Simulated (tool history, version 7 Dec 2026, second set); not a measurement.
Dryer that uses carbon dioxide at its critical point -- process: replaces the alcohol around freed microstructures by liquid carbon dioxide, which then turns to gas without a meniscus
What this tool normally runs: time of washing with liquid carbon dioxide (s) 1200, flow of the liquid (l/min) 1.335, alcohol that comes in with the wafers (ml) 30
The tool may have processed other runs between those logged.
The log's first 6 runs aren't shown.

| run | day | time of washing with liquid carbon dioxide (s) | flow of the liquid (l/min) | alcohol that comes in with the wafers (ml) | alcohol left in the vessel before it's heated (ppm by volume) |
|---|---|---|---|---|---|
|  | 9.204 | inlet filter changed |
| 7 | 10.671 | 960 | 1.335 | 30 | 315 |
| 8 | 12.221 | 960 | 1.335 | 30 | 337 |
| 9 | 14.108 | 1200 | 1.335 | 30 | 301 |
| 10 | 15.354 | 1200 | 1.335 | 30 | 313 |
|  | 16.312 | purifier's bed changed |
| 11 | 17.671 | 1200 | 1.335 | 30 | 35 |
| 12 | 18.712 | 1200 | 1.335 | 30 | 40 |
| 13 | 20.396 | 1200 | 1.335 | 30 | 48 |
| 14 | 22.275 | 1200 | 1.335 | 30 | 73 |
| 15 | 23.354 | 1380 | 1.335 | 30 | 54 |
|  | 23.6 | inlet filter changed |
| 16 | 25.471 | 1380 | 1.335 | 30 | 73 |
| 17 | 26.475 | 1020 | 1.335 | 30 | 105 |
| 18 | 27.988 | 1200 | 0.8 | 30 | 291 |
| 19 | 29.483 | 1200 | 0.8 | 30 | 295 |

Run 20 comes next. What will it give?
| 20 | 31.467 | 1260 | 0.91 | 90 | ? |

alcohol left in the vessel before it's heated (ppm by volume): 452
With the hidden condition absent and the run-to-run variation left alone, this run would have shown alcohol left in the vessel before it's heated (ppm by volume) 271.
